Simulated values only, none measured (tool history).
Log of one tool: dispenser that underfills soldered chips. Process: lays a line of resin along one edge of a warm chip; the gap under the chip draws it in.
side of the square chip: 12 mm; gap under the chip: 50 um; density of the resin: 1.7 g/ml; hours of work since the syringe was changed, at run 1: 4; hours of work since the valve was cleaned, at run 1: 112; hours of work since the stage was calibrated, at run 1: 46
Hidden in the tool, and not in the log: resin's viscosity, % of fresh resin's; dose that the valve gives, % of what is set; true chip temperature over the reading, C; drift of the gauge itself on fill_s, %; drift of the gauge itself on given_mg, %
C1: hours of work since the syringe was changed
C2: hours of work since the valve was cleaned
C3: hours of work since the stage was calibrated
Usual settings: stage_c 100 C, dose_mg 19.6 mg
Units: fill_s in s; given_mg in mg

Run 1, hour 0.0: usual settings; C1 4; C2 112; C3 46. Result: fill_s 189.9 s, given_mg 18.07 mg.
At hour 5.0: new syringe of resin.
Run 2, hour 6.0: usual settings; C1 1; C2 116; C3 50. Result: fill_s 156.0 s, given_mg 18.10 mg.
At hour 8.6: dispensing valve cleaned and set on the balance.
Run 3, hour 14.4: usual settings; C1 6; C2 4; C3 55. Result: fill_s 229.7 s, given_mg 19.48 mg.
At hour 15.8: new syringe of resin.
Run 4, hour 21.1: usual settings; C1 4; C2 9; C3 60. Result: fill_s 192.7 s, given_mg 19.45 mg.
At hour 26.3: new syringe of resin.
Run 5, hour 31.8: usual settings but stage_c 104 C; C1 4; C2 16; C3 67. Result: fill_s 165.4 s, given_mg 19.38 mg.
At hour 36.1: new syringe of resin.
Run 6, hour 40.8: usual settings but stage_c 104 C; C1 3; C2 22; C3 73. Result: fill_s 158.3 s, given_mg 19.25 mg.
At hour 46.3: new syringe of resin.
Run 7, hour 50.5: usual settings but stage_c 91 C; C1 3; C2 29; C3 80. Result: fill_s 254.0 s, given_mg 19.22 mg.
At hour 56.5: new syringe of resin.
Run 8, hour 57.0: usual settings but stage_c 91 C; C1 0; C2 34; C3 84. Result: fill_s 201.9 s, given_mg 19.13 mg.
At hour 66.5: new syringe of resin.
Run 9, hour 67.1: usual settings but stage_c 91 C; C1 0; C2 41; C3 92. Result: fill_s 209.7 s, given_mg 19.13 mg.
Run 10, hour 73.6: usual settings; C1 5; C2 45; C3 96. Result: fill_s 212.8 s, given_mg 19.09 mg.
At hour 76.3: new syringe of resin.
Run 11, hour 79.8: usual settings; C1 2; C2 49; C3 100. Result: fill_s 176.3 s, given_mg 19.03 mg.
At hour 86.4: new syringe of resin.
Run 12, hour 86.6: usual settings; C1 0; C2 54; C3 105. Result: fill_s 147.2 s, given_mg 18.98 mg.
Run 13, hour 92.6: usual settings but dose_mg 24.6 mg; C1 4; C2 58; C3 109. Result: fill_s 200.2 s, given_mg 23.68 mg.
At hour 96.5: new syringe of resin.
Run 14, hour 101.8: usual settings; C1 4; C2 65; C3 116. Result: fill_s 192.6 s, given_mg 18.68 mg.
At hour 106.8: new syringe of resin.
Run 15, hour 110.9: usual settings; C1 3; C2 71; C3 122. Result: fill_s 179.6 s, given_mg 18.59 mg.
At hour 116.9: new syringe of resin.
Run 16, hour 119.7: usual settings; C1 2; C2 77; C3 128. Result: fill_s 166.7 s, given_mg 18.50 mg.
Run 17, hour 125.4: usual settings; C1 6; C2 81; C3 132. Result: fill_s 228.0 s, given_mg 18.50 mg.
At hour 127.2: new syringe of resin.
Run 18, hour 134.9: usual settings but stage_c 88 C, dose_mg 22.1 mg; C1 6; C2 88; C3 139. Result: fill_s 342.8 s, given_mg 20.76 mg.
At hour 137.7: new syringe of resin.
Run 19, hour 144.2: usual settings but stage_c 88 C, dose_mg 20.0 mg; C1 5; C2 94; C3 145. Result: fill_s 324.5 s, given_mg 18.69 mg.
At hour 148.3: new syringe of resin.
Run 20, hour 148.8: usual settings but stage_c 107 C; C1 0; C2 97; C3 148. Result: fill_s 115.6 s, given_mg 18.35 mg.
Run 21, hour 155.1: usual settings but stage_c 107 C; C1 5; C2 102; C3 153. Result: fill_s 162.0 s, given_mg 18.22 mg.
At hour 158.6: new syringe of resin.
Run 22, hour 161.5: usual settings but stage_c 107 C; C1 2; C2 106; C3 157. Result: fill_s 132.3 s, given_mg 18.27 mg.
At hour 168.3: new syringe of resin.
Run 23, hour 168.8: usual settings but stage_c 107 C; C1 0; C2 111; C3 162. Result: fill_s 112.3 s, given_mg 18.13 mg.
Run 24, hour 176.3: usual settings but stage_c 107 C; C1 6; C2 117; C3 168. Result: fill_s 172.8 s, given_mg 18.02 mg.
At hour 177.9: dispensing valve cleaned and set on the balance.
At hour 179.5: new syringe of resin.
Run 25, hour 182.3: usual settings but dose_mg 21.2 mg; C1 2; C2 3; C3 171. Result: fill_s 165.3 s, given_mg 21.10 mg.
At hour 189.2: new syringe of resin.
Run 26, hour 190.4: usual settings but stage_c 91 C, dose_mg 17.8 mg; C1 1; C2 9; C3 177. Result: fill_s 210.7 s, given_mg 17.67 mg.
Run 27, hour 197.2: usual settings but stage_c 111 C, dose_mg 23.1 mg; C1 6; C2 13; C3 181. Result: fill_s 149.3 s, given_mg 22.85 mg.
At hour 199.4: new syringe of resin.
Run 28, hour 206.1: usual settings but stage_c 112 C, dose_mg 20.5 mg; C1 5; C2 20; C3 188. Result: fill_s 131.6 s, given_mg 20.22 mg.
At hour 209.6: new syringe of resin.
Run 29, hour 216.3: usual settings but stage_c 86 C, dose_mg 23.2 mg; C1 5; C2 27; C3 195. Result: fill_s 341.1 s, given_mg 22.80 mg.

Run 30 comes next. What will it give?
At hour 219.9: new syringe of resin.
Run 30, hour 222.9: usual settings but stage_c 106 C, dose_mg 18.9 mg; C1 2; C2 31; C3 199. Result: fill_s ?, given_mg ?.

fill_s: 132.4 s
given_mg: 18.55 mg
Without the tool's hidden state the same run would have given fill_s 117.5 s, given_mg 18.98 mg.
